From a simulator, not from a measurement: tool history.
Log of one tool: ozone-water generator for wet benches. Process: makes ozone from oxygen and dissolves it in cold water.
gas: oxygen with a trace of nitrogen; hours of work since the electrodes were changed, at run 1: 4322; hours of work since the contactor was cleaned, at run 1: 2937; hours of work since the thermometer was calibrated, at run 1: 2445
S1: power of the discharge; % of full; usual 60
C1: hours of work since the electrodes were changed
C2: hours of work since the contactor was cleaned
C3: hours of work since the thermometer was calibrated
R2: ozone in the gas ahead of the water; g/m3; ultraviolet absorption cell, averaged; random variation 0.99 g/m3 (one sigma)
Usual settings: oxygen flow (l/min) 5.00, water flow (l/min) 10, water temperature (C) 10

{"run": 1, "hour": 0.0, "S1": 60, "oxygen flow (l/min)": 5.0, "water flow (l/min)": 10, "water temperature (C)": 10, "C1": 4322, "C2": 2937, "C3": 2445, "dissolved ozone (ppm)": 33.7, "R2": 170.3}
{"run": 2, "hour": 198.1, "S1": 60, "oxygen flow (l/min)": 5.0, "water flow (l/min)": 10, "water temperature (C)": 10, "C1": 4484, "C2": 3098, "C3": 2606, "dissolved ozone (ppm)": 33.3, "R2": 171.9}
{"run": 3, "hour": 406.6, "S1": 60, "oxygen flow (l/min)": 5.0, "water flow (l/min)": 10, "water temperature (C)": 10, "C1": 4654, "C2": 3268, "C3": 2776, "dissolved ozone (ppm)": 33.4, "R2": 170.6}
{"run": 4, "hour": 608.1, "S1": 60, "oxygen flow (l/min)": 5.0, "water flow (l/min)": 10, "water temperature (C)": 10, "C1": 4818, "C2": 3432, "C3": 2940, "dissolved ozone (ppm)": 33.6, "R2": 170.1}
{"run": 5, "hour": 777.1, "S1": 60, "oxygen flow (l/min)": 5.0, "water flow (l/min)": 10, "water temperature (C)": 10, "C1": 4956, "C2": 3570, "C3": 3078, "dissolved ozone (ppm)": 32.5, "R2": 171.4}
{"run": 6, "hour": 868.4, "S1": 60, "oxygen flow (l/min)": 5.0, "water flow (l/min)": 11, "water temperature (C)": 10, "C1": 5030, "C2": 3644, "C3": 3153, "dissolved ozone (ppm)": 31.3, "R2": 170.0}
{"run": 7, "hour": 1040.5, "S1": 60, "oxygen flow (l/min)": 8.22, "water flow (l/min)": 10, "water temperature (C)": 10, "C1": 5170, "C2": 3785, "C3": 3293, "dissolved ozone (ppm)": 29.4, "R2": 126.8}
{"run": 8, "hour": 1207.6, "S1": 60, "oxygen flow (l/min)": 5.0, "water flow (l/min)": 10, "water temperature (C)": 10, "C1": 5307, "C2": 3921, "C3": 3429, "dissolved ozone (ppm)": 33.3, "R2": 173.0}
{"run": 9, "hour": 1388.4, "S1": 60, "oxygen flow (l/min)": 5.0, "water flow (l/min)": 10, "water temperature (C)": 10, "C1": 5454, "C2": 4068, "C3": 3576, "dissolved ozone (ppm)": 33.6, "R2": 172.3}
{"run": 10, "hour": 1540.9, "S1": 60, "oxygen flow (l/min)": 5.0, "water flow (l/min)": 10, "water temperature (C)": 10, "C1": 5578, "C2": 4192, "C3": 3701, "dissolved ozone (ppm)": 33.0, "R2": 172.4}
{"run": 11, "hour": 1697.8, "S1": 60, "oxygen flow (l/min)": 5.0, "water flow (l/min)": 10, "water temperature (C)": 10, "C1": 5706, "C2": 4320, "C3": 3829, "dissolved ozone (ppm)": 33.1, "R2": 172.6}
{"run": 12, "hour": 1852.8, "S1": 60, "oxygen flow (l/min)": 5.0, "water flow (l/min)": 11, "water temperature (C)": 10, "C1": 5832, "C2": 4447, "C3": 3955, "dissolved ozone (ppm)": 31.0, "R2": 173.8}
{"run": 13, "hour": 2048.8, "S1": 57, "oxygen flow (l/min)": 5.0, "water flow (l/min)": 10, "water temperature (C)": 10, "C1": 5992, "C2": 4606, "C3": 4115, "dissolved ozone (ppm)": 32.1, "R2": 167.2}
{"run": 14, "hour": 2197.5, "S1": 57, "oxygen flow (l/min)": 5.0, "water flow (l/min)": 10, "water temperature (C)": 10, "C1": 6113, "C2": 4728, "C3": 4236, "dissolved ozone (ppm)": 32.6, "R2": 167.6}
{"run": 15, "hour": 2382.4, "S1": 57, "oxygen flow (l/min)": 5.0, "water flow (l/min)": 10, "water temperature (C)": 10, "C1": 6264, "C2": 4878, "C3": 4387, "dissolved ozone (ppm)": 32.4, "R2": 168.7}
{"run": 16, "hour": 2570.9, "S1": 57, "oxygen flow (l/min)": 5.0, "water flow (l/min)": 10, "water temperature (C)": 10, "C1": 6418, "C2": 5032, "C3": 4540, "dissolved ozone (ppm)": 32.5, "R2": 168.6}
{"run": 17, "hour": 2770.8, "S1": 57, "oxygen flow (l/min)": 5.0, "water flow (l/min)": 10, "water temperature (C)": 10, "C1": 6581, "C2": 5195, "C3": 4703, "dissolved ozone (ppm)": 32.0, "R2": 170.6}
{"run": 18, "hour": 2879.9, "S1": 69, "oxygen flow (l/min)": 5.0, "water flow (l/min)": 10, "water temperature (C)": 10, "C1": 6670, "C2": 5284, "C3": 4792, "dissolved ozone (ppm)": 36.3, "R2": 187.0}
{"run": 19, "hour": 3082.8, "S1": 70, "oxygen flow (l/min)": 8.93, "water flow (l/min)": 12, "water temperature (C)": 10, "C1": 6835, "C2": 5449, "C3": 4957, "dissolved ozone (ppm)": 28.3, "R2": 130.9}
{"run": 20, "hour": 3221.7, "S1": 70, "oxygen flow (l/min)": 8.93, "water flow (l/min)": 12, "water temperature (C)": 10, "C1": 6948, "C2": 5562, "C3": 5071, "dissolved ozone (ppm)": 28.3, "R2": 132.2}
{"hour": 3329.1, "done": "contactor cleaned"}
{"run": 21, "hour": 3418.9, "S1": 66, "oxygen flow (l/min)": 7.08, "water flow (l/min)": 7, "water temperature (C)": 15, "C1": 7106, "C2": 73, "C3": 5228, "dissolved ozone (ppm)": 35.5, "R2": 147.6}
{"run": 22, "hour": 3566.1, "S1": 52, "oxygen flow (l/min)": 6.82, "water flow (l/min)": 16, "water temperature (C)": 9, "C1": 7226, "C2": 193, "C3": 5348, "dissolved ozone (ppm)": 20.7, "R2": 132.4}
{"run": 23, "hour": 3708.7, "S1": 82, "oxygen flow (l/min)": 6.82, "water flow (l/min)": 16, "water temperature (C)": 9, "C1": 7342, "C2": 309, "C3": 5464, "dissolved ozone (ppm)": 26.6, "R2": 171.4}
{"hour": 3902.7, "done": "gauge calibrated"}
{"run": 24, "hour": 3902.7, "S1": 42, "oxygen flow (l/min)": 2.9, "water flow (l/min)": 13, "water temperature (C)": 11, "C1": 7500, "C2": 468, "C3": 5622, "dissolved ozone (ppm)": 22.1, "R2": 196.9}
{"run": 25, "hour": 4032.9, "S1": 42, "oxygen flow (l/min)": 3.77, "water flow (l/min)": 11, "water temperature (C)": 11, "C1": 7606, "C2": 574, "C3": 5729, "dissolved ozone (ppm)": 25.8, "R2": 165.7}
{"hour": 4115.6, "done": "water thermometer calibrated"}
{"run": 26, "hour": 4251.2, "S1": 42, "oxygen flow (l/min)": 3.77, "water flow (l/min)": 11, "water temperature (C)": 11, "C1": 7784, "C2": 751, "C3": 111, "dissolved ozone (ppm)": 26.0, "R2": 165.9}
{"run": 27, "hour": 4388.4, "S1": 42, "oxygen flow (l/min)": 3.77, "water flow (l/min)": 11, "water temperature (C)": 11, "C1": 7895, "C2": 863, "C3": 222, "dissolved ozone (ppm)": 26.0, "R2": 166.0}
{"run": 28, "hour": 4603.9, "S1": 56, "oxygen flow (l/min)": 5.0, "water flow (l/min)": 7, "water temperature (C)": 9, "C1": 8071, "C2": 1039, "C3": 398, "dissolved ozone (ppm)": 41.0, "R2": 164.8}
{"run": 29, "hour": 4810.8, "S1": 56, "oxygen flow (l/min)": 5.0, "water flow (l/min)": 7, "water temperature (C)": 9, "C1": 8240, "C2": 1207, "C3": 567, "dissolved ozone (ppm)": 40.5, "R2": 165.4}
{"run": 30, "hour": 4933.9, "S1": 60, "oxygen flow (l/min)": 5.0, "water flow (l/min)": 10, "water temperature (C)": 10, "C1": 8340, "C2": 1308, "C3": 667, "dissolved ozone (ppm)": 33.9, "R2": 171.2}
{"run": 31, "hour": 5116.6, "S1": 60, "oxygen flow (l/min)": 5.0, "water flow (l/min)": 11, "water temperature (C)": 10, "C1": 8489, "C2": 1457, "C3": 816, "dissolved ozone (ppm)": 31.2, "R2": 171.9}
{"run": 32, "hour": 5291.4, "S1": 60, "oxygen flow (l/min)": 5.0, "water flow (l/min)": 11, "water temperature (C)": 10, "C1": 8631, "C2": 1599, "C3": 958, "dissolved ozone (ppm)": 31.0, "R2": 172.8}
{"run": 33, "hour": 5428.5, "S1": 71, "oxygen flow (l/min)": 5.98, "water flow (l/min)": 10, "water temperature (C)": 16, "C1": 8743, "C2": 1711, "C3": 1070, "dissolved ozone (ppm)": 31.5, "R2": 170.7}
{"run": 34, "hour": 5611.1, "S1": 56, "oxygen flow (l/min)": 3.38, "water flow (l/min)": 10, "water temperature (C)": 5, "C1": 8892, "C2": 1860, "C3": 1219, "dissolved ozone (ppm)": 36.4, "R2": 211.1}

Measured less the same run without the tool's hidden state. The same run-to-run variation is in both; the gauge's scatter may not be:
The hidden state here: yield of the discharge, % of new electrodes'; contactor's efficiency, % of a clean one's; true water temperature over the reading, C; drift of the gauge itself on ozone_ppm, %; drift of the gauge itself on gas_g_m3, %.
run=1 R2=-0.2
run=2 R2=+0.1
run=3 R2=+0.3
run=4 R2=+0.6
run=5 R2=+0.8
run=6 R2=+1.0
run=7 R2=+0.9
run=8 R2=+1.4
run=9 R2=+1.6
run=10 R2=+1.9
run=11 R2=+2.1
run=12 R2=+2.2
run=13 R2=+2.4
run=14 R2=+2.6
run=15 R2=+2.9
run=16 R2=+3.1
run=17 R2=+3.3
run=18 R2=+3.8
run=19 R2=+2.8
run=20 R2=+3.1
run=21 R2=+3.6
run=22 R2=+3.3
run=23 R2=+4.4
run=24 R2=-0.2
run=25 R2=+0.0
run=26 R2=+0.2
run=27 R2=+0.4
run=28 R2=+0.6
run=29 R2=+0.9
run=30 R2=+1.1
run=31 R2=+1.4
run=32 R2=+1.5
run=33 R2=+1.7
run=34 R2=+2.4
dissolved ozone (ppm): within 0.1 of the measured result in every run.
